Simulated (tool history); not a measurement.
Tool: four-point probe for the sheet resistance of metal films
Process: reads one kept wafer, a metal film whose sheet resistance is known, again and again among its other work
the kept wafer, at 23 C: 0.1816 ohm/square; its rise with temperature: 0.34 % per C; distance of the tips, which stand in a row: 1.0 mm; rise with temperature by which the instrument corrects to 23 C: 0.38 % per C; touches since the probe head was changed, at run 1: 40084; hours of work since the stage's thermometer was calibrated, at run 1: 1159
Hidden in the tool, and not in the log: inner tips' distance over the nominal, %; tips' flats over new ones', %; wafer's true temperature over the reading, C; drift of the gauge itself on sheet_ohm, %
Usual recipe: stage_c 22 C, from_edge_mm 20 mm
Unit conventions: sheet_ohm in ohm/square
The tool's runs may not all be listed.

run,hour,stage_c,from_edge_mm,touches since the probe head was changed,hours of work since the stage's thermometer was calibrated,sheet_ohm
1,0.0,22,20,40084,1159,0.179904
2,51.6,22,20,41243,1189,0.179855
3,82.0,22,20,41927,1208,0.179828
4,139.4,22,20,43216,1242,0.179838
5,179.9,22,20,44125,1266,0.179802
6,222.3,22,20,45077,1291,0.179814
7,249.2,20,20,45681,1307,0.179921
8,299.8,20,20,46817,1337,0.179902
9,340.8,25,20,47739,1362,0.179496
10,372.8,25,20,48457,1381,0.179449
# hour 399.6: stage's thermometer calibrated
11,401.7,22,20,49096,1,0.179868
12,452.6,22,20,50239,32,0.179748
13,478.3,22,20,50815,47,0.179825
14,520.9,22,20,51773,72,0.179710
15,567.7,25,20,52824,100,0.179493
16,623.8,22,20,54082,134,0.179780
17,653.7,20,20,54755,152,0.179824
18,695.8,20,20,55699,177,0.179845
19,746.9,29,20,56848,207,0.179147
20,792.0,29,20,57861,234,0.179078
21,851.3,29,20,59192,269,0.179045
22,900.6,34,27,60300,299,0.178596
23,953.6,22,12,61490,330,0.179942
24,988.4,20,12,62271,351,0.180077
25,1016.5,29,15,62903,368,0.179146
26,1045.6,25,34,63556,385,0.179079
27,1081.7,21,37,64367,407,0.179360
28,1112.6,21,37,65062,425,0.179354
29,1153.9,18,23,65988,450,0.179671
30,1180.8,30,3,66594,466,0.188669
31,1213.6,25,5,67330,485,0.182696
32,1238.6,31,6,67891,500,0.181086
33,1296.8,22,23,69198,535,0.179292
34,1347.1,21,11,70327,565,0.179915
35,1397.8,21,11,71467,595,0.179939
36,1433.1,21,11,72260,616,0.179851
37,1487.8,21,11,73487,649,0.179827
38,1526.3,22,7,74353,672,0.180992
39,1560.6,22,7,75122,692,0.180868
40,1607.2,20,12,76169,720,0.179714

Entry by entry between the runs, the difference in hidden state between the last listed run before and the first listed run after:
After run 10, before run 11: stage's thermometer calibrated (hour 399.6)
  inner tips' distance over the nominal, %: -1.074 -> -1.081; tips' flats over new ones', %: 62 -> 63; wafer's true temperature over the reading, C: -0.17 -> 0.03
  measured minus no-state result, sheet_ohm: -0.002213 -> -0.002108 ohm/square
